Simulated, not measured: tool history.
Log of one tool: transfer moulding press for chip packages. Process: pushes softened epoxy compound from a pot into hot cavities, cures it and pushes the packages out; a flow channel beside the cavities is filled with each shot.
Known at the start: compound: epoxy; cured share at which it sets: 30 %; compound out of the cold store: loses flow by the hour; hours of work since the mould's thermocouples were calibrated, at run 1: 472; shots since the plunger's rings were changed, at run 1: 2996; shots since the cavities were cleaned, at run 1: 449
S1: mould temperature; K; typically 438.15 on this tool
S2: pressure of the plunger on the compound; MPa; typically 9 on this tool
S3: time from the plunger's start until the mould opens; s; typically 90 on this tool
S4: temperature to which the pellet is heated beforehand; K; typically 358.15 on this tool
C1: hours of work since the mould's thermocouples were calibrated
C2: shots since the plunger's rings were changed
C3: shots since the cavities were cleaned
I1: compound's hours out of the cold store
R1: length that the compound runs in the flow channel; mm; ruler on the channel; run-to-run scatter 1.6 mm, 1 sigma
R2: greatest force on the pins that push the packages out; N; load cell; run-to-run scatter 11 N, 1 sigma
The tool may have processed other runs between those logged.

run 1 hour=0 | S1=438.15 S2=9 S3=90 S4=358.15 | C1=472 C2=2996 C3=449 | I1=23.6 | R1=727 R2=736
-- hour=7.2 plunger's sealing rings changed
-- hour=28.7 cavities cleaned with cleaning compound and waxed
run 2 hour=40.4 | S1=438.15 S2=9.48 S3=90 S4=358.15 | C1=490 C2=299 C3=110 | I1=40.7 | R1=722 R2=555
run 3 hour=59.8 | S1=438.15 S2=9.48 S3=90 S4=358.15 | C1=500 C2=483 C3=294 | I1=46.6 | R1=709 R2=639
run 4 hour=90 | S1=438.15 S2=9.48 S3=90 S4=357.15 | C1=514 C2=768 C3=579 | I1=44.4 | R1=710 R2=740
-- hour=103.6 cavities cleaned with cleaning compound and waxed
run 5 hour=114.9 | S1=438.15 S2=9 S3=90 S4=358.15 | C1=526 C2=989 C3=107 | I1=14.9 | R1=763 R2=598
run 6 hour=151.1 | S1=438.15 S2=9 S3=90 S4=358.15 | C1=544 C2=1331 C3=449 | I1=13.2 | R1=768 R2=713
-- hour=177.2 cavities cleaned with cleaning compound and waxed
run 7 hour=182.7 | S1=436.15 S2=9 S3=90 S4=358.15 | C1=559 C2=1616 C3=52 | I1=37.8 | R1=707 R2=594
run 8 hour=209 | S1=436.15 S2=9 S3=90 S4=358.15 | C1=571 C2=1864 C3=300 | I1=42.5 | R1=693 R2=719
run 9 hour=242.4 | S1=436.15 S2=6.95 S3=90 S4=358.15 | C1=588 C2=2180 C3=616 | I1=44.9 | R1=602 R2=835
-- hour=251 cavities cleaned with cleaning compound and waxed
run 10 hour=280.1 | S1=436.15 S2=6.95 S3=90 S4=358.15 | C1=606 C2=2523 C3=276 | I1=46.3 | R1=601 R2=707
run 11 hour=305 | S1=436.15 S2=6.95 S3=90 S4=358.15 | C1=618 C2=2758 C3=511 | I1=17 | R1=661 R2=843
-- hour=324.7 cavities cleaned with cleaning compound and waxed
run 12 hour=324.7 | S1=438.15 S2=9 S3=114 S4=358.15 | C1=627 C2=2930 C3=0 | I1=13.4 | R1=752 R2=414
-- hour=339.4 plunger's sealing rings changed
run 13 hour=347 | S1=438.15 S2=9 S3=114 S4=358.15 | C1=637 C2=72 C3=188 | I1=26.2 | R1=743 R2=486
run 14 hour=372.8 | S1=438.15 S2=9 S3=90 S4=358.15 | C1=649 C2=315 C3=431 | I1=31.6 | R1=725 R2=745
-- hour=383.5 mould's thermocouples calibrated
-- hour=404.2 cavities cleaned with cleaning compound and waxed
run 15 hour=411.3 | S1=438.15 S2=9 S3=90 S4=358.15 | C1=13 C2=646 C3=67 | I1=20.3 | R1=752 R2=522
run 16 hour=432.4 | S1=440.15 S2=10.25 S3=72 S4=357.15 | C1=23 C2=846 C3=267 | I1=28.8 | R1=775 R2=865
run 17 hour=455.3 | S1=438.15 S2=8.4 S3=90 S4=358.15 | C1=35 C2=1062 C3=483 | I1=34 | R1=687 R2=698
-- hour=478.8 cavities cleaned with cleaning compound and waxed
run 18 hour=492.2 | S1=438.15 S2=8.4 S3=90 S4=358.15 | C1=52 C2=1397 C3=127 | I1=43.6 | R1=664 R2=544
run 19 hour=525.1 | S1=438.15 S2=8.4 S3=90 S4=358.15 | C1=68 C2=1708 C3=438 | I1=25.2 | R1=705 R2=692
run 20 hour=547.8 | S1=438.15 S2=10.07 S3=90 S4=350.15 | C1=79 C2=1922 C3=652 | I1=42.5 | R1=728 R2=732
-- hour=552.8 mould's thermocouples calibrated, once more
-- hour=554.3 cavities cleaned with cleaning compound and waxed
run 21 hour=575.8 | S1=438.15 S2=10.07 S3=90 S4=350.15 | C1=11 C2=2153 C3=202 | I1=40.8 | R1=738 R2=693
run 22 hour=591.9 | S1=438.15 S2=7.33 S3=112 S4=349.15 | C1=18 C2=2306 C3=355 | I1=13.5 | R1=688 R2=597
run 23 hour=607.9 | S1=445.15 S2=8.12 S3=112 S4=359.15 | C1=26 C2=2457 C3=506 | I1=20.8 | R1=688 R2=592
-- hour=629.2 cavities cleaned with cleaning compound and waxed
run 24 hour=636.3 | S1=441.15 S2=7.76 S3=95 S4=365.15 | C1=40 C2=2711 C3=67 | I1=46.3 | R1=625 R2=481
run 25 hour=659.2 | S1=441.15 S2=9.44 S3=90 S4=361.15 | C1=51 C2=2927 C3=283 | I1=45.7 | R1=689 R2=595
-- hour=672.9 plunger's sealing rings changed
run 26 hour=698.2 | S1=439.15 S2=7.75 S3=111 S4=361.15 | C1=69 C2=240 C3=629 | I1=30.4 | R1=675 R2=632
-- hour=705.1 cavities cleaned with cleaning compound and waxed
run 27 hour=730.5 | S1=438.15 S2=9 S3=123 S4=356.15 | C1=84 C2=531 C3=240 | I1=32.1 | R1=722 R2=543
run 28 hour=766.5 | S1=431.15 S2=9 S3=123 S4=350.15 | C1=102 C2=872 C3=581 | I1=27.9 | R1=752 R2=762

4 options for the next run, each taken on its own from the tool as it stands now. Forecast them:
-- hour=779.8 cavities cleaned with cleaning compound and waxed
run A hour=783.9 | S1=442.15 S2=8.56 S3=90 S4=367.15 | C1=109 C2=1022 C3=39 | I1=17 | R1=? R2=?
-- hour=779.8 cavities cleaned with cleaning compound and waxed
run B hour=783.9 | S1=438.15 S2=8.88 S3=123 S4=349.15 | C1=109 C2=1022 C3=39 | I1=26.5 | R1=? R2=?
-- hour=779.8 cavities cleaned with cleaning compound and waxed
run C hour=783.9 | S1=436.15 S2=7.19 S3=102 S4=358.15 | C1=109 C2=1022 C3=39 | I1=37.5 | R1=? R2=?
-- hour=779.8 cavities cleaned with cleaning compound and waxed
run D hour=783.9 | S1=431.15 S2=8.51 S3=123 S4=350.15 | C1=109 C2=1022 C3=39 | I1=37.9 | R1=? R2=?

run=A R1=732 R2=460
run=B R1=731 R2=417
run=C R1=634 R2=506
run=D R1=705 R2=492
Had the tool no hidden state, the same runs would have come out as:
run=A R1=742 R2=440
run=B R1=741 R2=398
run=C R1=642 R2=486
run=D R1=714 R2=471
